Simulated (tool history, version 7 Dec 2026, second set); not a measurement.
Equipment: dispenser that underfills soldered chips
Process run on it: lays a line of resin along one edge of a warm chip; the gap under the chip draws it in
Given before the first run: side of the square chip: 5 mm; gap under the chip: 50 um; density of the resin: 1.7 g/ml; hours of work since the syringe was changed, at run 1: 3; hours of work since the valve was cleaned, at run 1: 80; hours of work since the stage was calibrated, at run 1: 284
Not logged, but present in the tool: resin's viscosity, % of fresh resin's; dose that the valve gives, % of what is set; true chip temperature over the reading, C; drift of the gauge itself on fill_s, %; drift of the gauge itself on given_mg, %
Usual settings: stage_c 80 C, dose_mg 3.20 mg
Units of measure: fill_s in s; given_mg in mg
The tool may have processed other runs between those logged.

run   hour  stage_c  dose_mg  hours of work since the syringe was changed  hours of work since the valve was cleaned  hours of work since the stage was calibrated  fill_s  given_mg
  1    0.0       80     3.20                                            3                                         80                                           284    48.2      3.03
       7.2  -- new syringe of resin
  2    8.8       73     3.20                                            1                                         85                                           289    50.1      2.99
      20.0  -- new syringe of resin
  3   21.7       73     3.20                                            1                                         93                                           297    50.9      3.02
  4   28.5       73     3.20                                            5                                         97                                           301    70.0      3.02
      32.8  -- new syringe of resin
  5   39.6       73     3.20                                            4                                        103                                           308    64.7      2.93
      45.3  -- new syringe of resin
  6   45.4       73     3.20                                            0                                        107                                           311    46.9      2.99
      57.7  -- new syringe of resin
  7   57.9       73     3.20                                            0                                        114                                           319    47.2      2.99
      70.6  -- new syringe of resin
  8   70.6       73     3.20                                            0                                        122                                           326    47.2      3.00
      82.6  -- dispensing valve cleaned and set on the balance
  9   83.7       73     3.36                                            7                                          1                                           334    81.0      3.36
      84.6  -- new syringe of resin
 10   91.9       73     3.36                                            4                                          6                                           339    64.3      3.33
      97.0  -- new syringe of resin
 11  103.5       73     3.36                                            4                                         13                                           346    61.9      3.32
     110.0  -- new syringe of resin
 12  112.5       73     3.36                                            2                                         18                                           351    50.7      3.30
     122.4  -- new syringe of resin
 13  122.6       82     3.20                                            0                                         24                                           357    35.6      3.07
 14  133.6       82     3.20                                            7                                         31                                           364    60.4      3.09
     135.2  -- new syringe of resin
 15  143.6       82     3.20                                            5                                         37                                           370    53.4      3.12
     148.1  -- new syringe of resin
 16  150.0       80     3.40                                            1                                         40                                           374    40.7      3.34
 17  155.8       75     3.20                                            5                                         44                                           377    60.7      3.06
     161.0  -- new syringe of resin
 18  162.9       83     4.11                                            1                                         48                                           381    36.2      3.96
 19  172.7       80     3.53                                            7                                         54                                           387    62.5      3.35
     174.2  -- new syringe of resin
 20  180.0       80     3.53                                            4                                         59                                           392    47.0      3.37
     187.2  -- new syringe of resin
 21  189.7       80     3.53                                            2                                         64                                           398    41.6      3.40
     199.7  -- new syringe of resin
 22  200.9       78     4.07                                            1                                         71                                           404    39.6      3.91
     212.3  -- new syringe of resin
 23  212.7       69     3.04                                            0                                         78                                           411    53.1      2.88
 24  219.3       69     3.04                                            4                                         82                                           415    72.9      2.88
     224.9  -- new syringe of resin
 25  226.5       74     3.04                                            1                                         86                                           420    49.0      2.84
 26  231.9       74     2.86                                            4                                         90                                           423    62.7      2.67
     238.3  -- new syringe of resin
 27  238.5       74     2.86                                            0                                         94                                           427    46.6      2.72
 28  246.4       84     3.14                                            5                                         99                                           432    49.5      2.93
     250.9  -- new syringe of resin
 29  257.9       84     3.14                                            4                                        105                                           439    46.3      2.92
     263.6  -- new syringe of resin
 30  265.0       69     3.82                                            1                                        110                                           443    52.9      3.61
 31  272.2       80     3.27                                            5                                        114                                           447    53.8      2.96
     276.4  -- new syringe of resin
 32  281.4       68     2.81                                            3                                        120                                           453    69.2      2.55
     288.8  -- new syringe of resin
 33  293.2       68     2.81                                            3                                        127                                           460    66.9      2.59
     298.0  -- dispensing valve cleaned and set on the balance
     302.4  -- new syringe of resin
 34  304.5       74     3.12                                            1                                          4                                           466    47.6      3.09

For each entry between runs, how does the tool's hidden state at the last listed run before it compare with that at the first listed run after it?
In the gap between runs 1 and 2: new syringe of resin (hour 7.2)
  resin's viscosity, % of fresh resin's: 128.2 -> 107.4; dose that the valve gives, % of what is set: 94.96 -> 94.62; true chip temperature over the reading, C: 2.1 -> 2.14
  what was measured, less what the result would be without the hidden state, fill_s: +8.6 -> +1.0 s; given_mg: -0.16 -> -0.17 mg
In the gap between runs 2 and 3: new syringe of resin (hour 20.0)
  resin's viscosity, % of fresh resin's: 107.4 -> 109.7; dose that the valve gives, % of what is set: 94.62 -> 94.11; true chip temperature over the reading, C: 2.14 -> 2.2
  what was measured, less what the result would be without the hidden state, fill_s: +1.0 -> +1.9 s; given_mg: -0.17 -> -0.18 mg
In the gap between runs 4 and 5: new syringe of resin (hour 32.8)
  resin's viscosity, % of fresh resin's: 150.4 -> 136.5; dose that the valve gives, % of what is set: 93.83 -> 93.37; true chip temperature over the reading, C: 2.23 -> 2.28
  what was measured, less what the result would be without the hidden state, fill_s: +20.8 -> +14.6 s; given_mg: -0.19 -> -0.21 mg
In the gap between runs 5 and 6: new syringe of resin (hour 45.3)
  resin's viscosity, % of fresh resin's: 136.5 -> 101.4; dose that the valve gives, % of what is set: 93.37 -> 93.14; true chip temperature over the reading, C: 2.28 -> 2.31
  what was measured, less what the result would be without the hidden state, fill_s: +14.6 -> -2.0 s; given_mg: -0.21 -> -0.22 mg
In the gap between runs 6 and 7: new syringe of resin (hour 57.7)
  resin's viscosity, % of fresh resin's: 101.4 -> 100.8; dose that the valve gives, % of what is set: 93.14 -> 92.62; true chip temperature over the reading, C: 2.31 -> 2.36
  what was measured, less what the result would be without the hidden state, fill_s: -2.0 -> -2.3 s; given_mg: -0.22 -> -0.23 mg
In the gap between runs 7 and 8: new syringe of resin (hour 70.6)
  resin's viscosity, % of fresh resin's: 100.8 -> 101.5; dose that the valve gives, % of what is set: 92.62 -> 92.11; true chip temperature over the reading, C: 2.36 -> 2.42
  what was measured, less what the result would be without the hidden state, fill_s: -2.3 -> -1.9 s; given_mg: -0.23 -> -0.25 mg
In the gap between runs 8 and 9: dispensing valve cleaned and set on the balance (hour 82.6)
  resin's viscosity, % of fresh resin's: 101.5 -> 177.9; dose that the valve gives, % of what is set: 92.11 -> 99.87; true chip temperature over the reading, C: 2.42 -> 2.48
  what was measured, less what the result would be without the hidden state, fill_s: -1.9 -> +32.0 s; given_mg: -0.25 -> -0.01 mg
In the gap between runs 9 and 10: new syringe of resin (hour 84.6)
  resin's viscosity, % of fresh resin's: 177.9 -> 140; dose that the valve gives, % of what is set: 99.87 -> 99.53; true chip temperature over the reading, C: 2.48 -> 2.52
  what was measured, less what the result would be without the hidden state, fill_s: +32.0 -> +14.7 s; given_mg: -0.01 -> -0.02 mg
In the gap between runs 10 and 11: new syringe of resin (hour 97.0)
  resin's viscosity, % of fresh resin's: 140 -> 136.1; dose that the valve gives, % of what is set: 99.53 -> 99.06; true chip temperature over the reading, C: 2.52 -> 2.57
  what was measured, less what the result would be without the hidden state, fill_s: +14.7 -> +12.9 s; given_mg: -0.02 -> -0.03 mg
In the gap between runs 11 and 12: new syringe of resin (hour 110.0)
  resin's viscosity, % of fresh resin's: 136.1 -> 111.8; dose that the valve gives, % of what is set: 99.06 -> 98.7; true chip temperature over the reading, C: 2.57 -> 2.61
  what was measured, less what the result would be without the hidden state, fill_s: +12.9 -> +1.8 s; given_mg: -0.03 -> -0.04 mg
In the gap between runs 12 and 13: new syringe of resin (hour 122.4)
  resin's viscosity, % of fresh resin's: 111.8 -> 101.8; dose that the valve gives, % of what is set: 98.7 -> 98.25; true chip temperature over the reading, C: 2.61 -> 2.65
  what was measured, less what the result would be without the hidden state, fill_s: +1.8 -> -1.9 s; given_mg: -0.04 -> -0.06 mg
In the gap between runs 14 and 15: new syringe of resin (hour 135.2)
  resin's viscosity, % of fresh resin's: 170.3 -> 150; dose that the valve gives, % of what is set: 97.76 -> 97.38; true chip temperature over the reading, C: 2.71 -> 2.75
  what was measured, less what the result would be without the hidden state, fill_s: +22.3 -> +15.1 s; given_mg: -0.07 -> -0.08 mg
In the gap between runs 15 and 16: new syringe of resin (hour 148.1)
  resin's viscosity, % of fresh resin's: 150 -> 110.3; dose that the valve gives, % of what is set: 97.38 -> 97.12; true chip temperature over the reading, C: 2.75 -> 2.78
  what was measured, less what the result would be without the hidden state, fill_s: +15.1 -> +0.9 s; given_mg: -0.08 -> -0.10 mg
In the gap between runs 17 and 18: new syringe of resin (hour 161.0)
  resin's viscosity, % of fresh resin's: 143.9 -> 107.9; dose that the valve gives, % of what is set: 96.89 -> 96.62; true chip temperature over the reading, C: 2.81 -> 2.83
  what was measured, less what the result would be without the hidden state, fill_s: +15.1 -> -0.1 s; given_mg: -0.10 -> -0.14 mg
In the gap between runs 19 and 20: new syringe of resin (hour 174.2)
  resin's viscosity, % of fresh resin's: 170.8 -> 130.3; dose that the valve gives, % of what is set: 96.24 -> 95.98; true chip temperature over the reading, C: 2.88 -> 2.91
  what was measured, less what the result would be without the hidden state, fill_s: +23.2 -> +8.1 s; given_mg: -0.14 -> -0.14 mg
In the gap between runs 20 and 21: new syringe of resin (hour 187.2)
  resin's viscosity, % of fresh resin's: 130.3 -> 112.6; dose that the valve gives, % of what is set: 95.98 -> 95.61; true chip temperature over the reading, C: 2.91 -> 2.96
  what was measured, less what the result would be without the hidden state, fill_s: +8.1 -> +1.7 s; given_mg: -0.14 -> -0.15 mg
In the gap between runs 21 and 22: new syringe of resin (hour 199.7)
  resin's viscosity, % of fresh resin's: 112.6 -> 104.9; dose that the valve gives, % of what is set: 95.61 -> 95.18; true chip temperature over the reading, C: 2.96 -> 3
  what was measured, less what the result would be without the hidden state, fill_s: +1.7 -> -1.4 s; given_mg: -0.15 -> -0.20 mg
In the gap between runs 22 and 23: new syringe of resin (hour 212.3)
  resin's viscosity, % of fresh resin's: 104.9 -> 102.6; dose that the valve gives, % of what is set: 95.18 -> 94.73; true chip temperature over the reading, C: 3 -> 3.06
  what was measured, less what the result would be without the hidden state, fill_s: -1.4 -> -2.9 s; given_mg: -0.20 -> -0.16 mg
In the gap between runs 24 and 25: new syringe of resin (hour 224.9)
  resin's viscosity, % of fresh resin's: 139.3 -> 109; dose that the valve gives, % of what is set: 94.49 -> 94.21; true chip temperature over the reading, C: 3.09 -> 3.12
  what was measured, less what the result would be without the hidden state, fill_s: +16.1 -> +0.4 s; given_mg: -0.17 -> -0.18 mg
In the gap between runs 26 and 27: new syringe of resin (hour 238.3)
  resin's viscosity, % of fresh resin's: 140.5 -> 101.2; dose that the valve gives, % of what is set: 94.02 -> 93.75; true chip temperature over the reading, C: 3.15 -> 3.18
  what was measured, less what the result would be without the hidden state, fill_s: +14.6 -> -2.9 s; given_mg: -0.17 -> -0.18 mg
In the gap between runs 28 and 29: new syringe of resin (hour 250.9)
  resin's viscosity, % of fresh resin's: 146 -> 136.5; dose that the valve gives, % of what is set: 93.48 -> 93.02; true chip temperature over the reading, C: 3.21 -> 3.27
  what was measured, less what the result would be without the hidden state, fill_s: +12.9 -> +9.7 s; given_mg: -0.21 -> -0.22 mg
In the gap between runs 29 and 30: new syringe of resin (hour 263.6)
  resin's viscosity, % of fresh resin's: 136.5 -> 105.1; dose that the valve gives, % of what is set: 93.02 -> 92.72; true chip temperature over the reading, C: 3.27 -> 3.3
  what was measured, less what the result would be without the hidden state, fill_s: +9.7 -> -2.3 s; given_mg: -0.22 -> -0.28 mg
In the gap between runs 31 and 32: new syringe of resin (hour 276.4)
  resin's viscosity, % of fresh resin's: 147.2 -> 127.2; dose that the valve gives, % of what is set: 92.42 -> 92.07; true chip temperature over the reading, C: 3.33 -> 3.37
  what was measured, less what the result would be without the hidden state, fill_s: +14.2 -> +10.6 s; given_mg: -0.25 -> -0.22 mg
In the gap between runs 32 and 33: new syringe of resin (hour 288.8)
  resin's viscosity, % of fresh resin's: 127.2 -> 122.4; dose that the valve gives, % of what is set: 92.07 -> 91.6; true chip temperature over the reading, C: 3.37 -> 3.42
  what was measured, less what the result would be without the hidden state, fill_s: +10.6 -> +8.1 s; given_mg: -0.22 -> -0.23 mg
In the gap between runs 33 and 34: dispensing valve cleaned and set on the balance (hour 298.0); new syringe of resin (hour 302.4)
  resin's viscosity, % of fresh resin's: 122.4 -> 108.7; dose that the valve gives, % of what is set: 91.6 -> 99.63; true chip temperature over the reading, C: 3.42 -> 3.47
  what was measured, less what the result would be without the hidden state, fill_s: +8.1 -> -0.8 s; given_mg: -0.23 -> -0.01 mg

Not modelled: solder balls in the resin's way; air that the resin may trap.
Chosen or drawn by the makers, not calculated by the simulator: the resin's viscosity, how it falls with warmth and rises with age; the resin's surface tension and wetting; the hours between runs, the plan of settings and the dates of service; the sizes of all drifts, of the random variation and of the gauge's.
